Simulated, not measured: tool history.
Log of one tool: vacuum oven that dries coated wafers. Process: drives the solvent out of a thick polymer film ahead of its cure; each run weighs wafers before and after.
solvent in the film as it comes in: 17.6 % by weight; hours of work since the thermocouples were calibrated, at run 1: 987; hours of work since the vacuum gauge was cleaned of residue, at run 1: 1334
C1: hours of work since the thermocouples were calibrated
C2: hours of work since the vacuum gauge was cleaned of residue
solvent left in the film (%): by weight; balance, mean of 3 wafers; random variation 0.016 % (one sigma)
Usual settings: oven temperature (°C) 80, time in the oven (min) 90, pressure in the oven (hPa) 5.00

Run 1, day 0.000: usual settings; C1 987; C2 1334. Result: solvent left in the film (%) 1.99.
Run 2, day 2.542: usual settings; C1 1033; C2 1380. Result: solvent left in the film (%) 1.99.
At day 6.067: oven's thermocouples calibrated.
Run 3, day 6.475: usual settings but pressure in the oven (hPa) 11.26; C1 7; C2 1450. Result: solvent left in the film (%) 2.64.
Run 4, day 10.312: usual settings but pressure in the oven (hPa) 11.26; C1 77; C2 1519. Result: solvent left in the film (%) 2.63.
Run 5, day 14.104: usual settings but pressure in the oven (hPa) 11.26; C1 145; C2 1588. Result: solvent left in the film (%) 2.60.
Run 6, day 17.817: usual settings but time in the oven (min) 108; C1 213; C2 1655. Result: solvent left in the film (%) 1.74.
Run 7, day 20.596: usual settings but time in the oven (min) 67; C1 263; C2 1705. Result: solvent left in the film (%) 3.66.
Run 8, day 22.900: usual settings but time in the oven (min) 67, pressure in the oven (hPa) 6.02; C1 305; C2 1747. Result: solvent left in the film (%) 3.63.
Run 9, day 27.021: usual settings but time in the oven (min) 67, pressure in the oven (hPa) 6.02; C1 379; C2 1821. Result: solvent left in the film (%) 3.63.
Run 10, day 30.096: usual settings; C1 435; C2 1877. Result: solvent left in the film (%) 2.39.
Run 11, day 33.396: usual settings; C1 495; C2 1937. Result: solvent left in the film (%) 2.35.
Run 12, day 36.283: usual settings; C1 547; C2 1989. Result: solvent left in the film (%) 2.33.
Run 13, day 40.592: usual settings but oven temperature (°C) 91; C1 625; C2 2067. Result: solvent left in the film (%) 0.90.
Run 14, day 42.583: usual settings; C1 661; C2 2103. Result: solvent left in the film (%) 2.31.
Run 15, day 45.875: usual settings; C1 720; C2 2163. Result: solvent left in the film (%) 2.33.
Run 16, day 47.779: usual settings but oven temperature (°C) 70; C1 755; C2 2197. Result: solvent left in the film (%) 4.47.
Run 17, day 50.338: usual settings but time in the oven (min) 96; C1 801; C2 2243. Result: solvent left in the film (%) 2.10.
Run 18, day 53.721: usual settings but time in the oven (min) 96; C1 862; C2 2305. Result: solvent left in the film (%) 2.05.
Run 19, day 56.625: usual settings but time in the oven (min) 96; C1 915; C2 2357. Result: solvent left in the film (%) 2.09.
Run 20, day 58.696: usual settings but time in the oven (min) 96; C1 952; C2 2395. Result: solvent left in the film (%) 2.06.
Run 21, day 62.458: usual settings but oven temperature (°C) 89, time in the oven (min) 48, pressure in the oven (hPa) 15.50; C1 1021; C2 2463. Result: solvent left in the film (%) 3.37.
Run 22, day 64.408: usual settings but oven temperature (°C) 89, time in the oven (min) 48, pressure in the oven (hPa) 15.50; C1 1056; C2 2498. Result: solvent left in the film (%) 3.36.
At day 66.679: oven's thermocouples calibrated.
Run 23, day 68.171: usual settings but oven temperature (°C) 89, time in the oven (min) 48, pressure in the oven (hPa) 17.14; C1 27; C2 2565. Result: solvent left in the film (%) 3.72.
Run 24, day 71.388: usual settings but oven temperature (°C) 84; C1 85; C2 2623. Result: solvent left in the film (%) 1.89.
Run 25, day 75.575: usual settings but oven temperature (°C) 84; C1 161; C2 2699. Result: solvent left in the film (%) 1.86.
Run 26, day 78.296: usual settings but oven temperature (°C) 84; C1 210; C2 2748. Result: solvent left in the film (%) 1.85.
Run 27, day 80.825: usual settings but oven temperature (°C) 84; C1 256; C2 2794. Result: solvent left in the film (%) 1.89.
At day 81.196: vacuum gauge cleaned of residue and calibrated.
Run 28, day 85.188: usual settings but oven temperature (°C) 79, time in the oven (min) 67, pressure in the oven (hPa) 3.96; C1 334; C2 72. Result: solvent left in the film (%) 4.02.
Run 29, day 88.892: usual settings but oven temperature (°C) 79, time in the oven (min) 67, pressure in the oven (hPa) 3.96; C1 401; C2 139. Result: solvent left in the film (%) 3.99.
Run 30, day 92.862: usual settings but oven temperature (°C) 84, time in the oven (min) 55; C1 473; C2 211. Result: solvent left in the film (%) 3.83.
Run 31, day 94.712: usual settings but oven temperature (°C) 70, time in the oven (min) 94, pressure in the oven (hPa) 12.86; C1 506; C2 245. Result: solvent left in the film (%) 4.92.
At day 96.742: vacuum gauge cleaned of residue and calibrated, once more.
Run 32, day 98.062: usual settings but oven temperature (°C) 70, time in the oven (min) 94, pressure in the oven (hPa) 12.86; C1 566; C2 24. Result: solvent left in the film (%) 4.25.
Run 33, day 99.858: usual settings but time in the oven (min) 68; C1 598; C2 56. Result: solvent left in the film (%) 3.26.
Run 34, day 103.988: usual settings but time in the oven (min) 129; C1 673; C2 131. Result: solvent left in the film (%) 0.96.
Run 35, day 106.625: usual settings but oven temperature (°C) 65, time in the oven (min) 101, pressure in the oven (hPa) 3.85; C1 721; C2 179. Result: solvent left in the film (%) 4.73.
Run 36, day 108.850: usual settings but oven temperature (°C) 91, time in the oven (min) 62, pressure in the oven (hPa) 7.82; C1 761; C2 219. Result: solvent left in the film (%) 1.71.
Run 37, day 112.875: usual settings but oven temperature (°C) 91, time in the oven (min) 62, pressure in the oven (hPa) 7.82; C1 834; C2 292. Result: solvent left in the film (%) 1.70.
Run 38, day 117.121: usual settings but oven temperature (°C) 91, time in the oven (min) 62, pressure in the oven (hPa) 7.82; C1 911; C2 369. Result: solvent left in the film (%) 1.68.
Run 39, day 121.338: usual settings but oven temperature (°C) 73, pressure in the oven (hPa) 18.57; C1 987; C2 445. Result: solvent left in the film (%) 3.94.

Hidden state or all else? Some run-to-run changes of solvent left in the film (%), split into what the settings, what came in and random variation would give without the hidden state, and what is left for the hidden state (with any gauge scatter that isn't in both results):
The hidden state here: true wafer temperature over the reading, C; true pressure over the reading, kPa; drift of the gauge itself on solvent_pct, %.
Run 2 -> 3: pressure in the oven (hPa) 5.00 -> 11.26, oven's thermocouples calibrated. solvent left in the film (%) +0.65: hidden state +0.41, all else +0.24.
Run 16 -> 17: oven temperature (°C) 70 -> 80, time in the oven (min) 90 -> 96. solvent left in the film (%) -2.37: hidden state -0.04, all else -2.33.
Run 22 -> 23: pressure in the oven (hPa) 15.50 -> 17.14, oven's thermocouples calibrated. solvent left in the film (%) +0.36: hidden state +0.33, all else +0.03.
Run 31 -> 32: vacuum gauge cleaned of residue and calibrated, once more. solvent left in the film (%) -0.67: hidden state -0.66, all else -0.01.
Run 34 -> 35: oven temperature (°C) 80 -> 65, time in the oven (min) 129 -> 101, pressure in the oven (hPa) 5.00 -> 3.85. solvent left in the film (%) +3.77: hidden state -0.10, all else +3.87.
Run 35 -> 36: oven temperature (°C) 65 -> 91, time in the oven (min) 101 -> 62, pressure in the oven (hPa) 3.85 -> 7.82. solvent left in the film (%) -3.02: hidden state +0.05, all else -3.07.
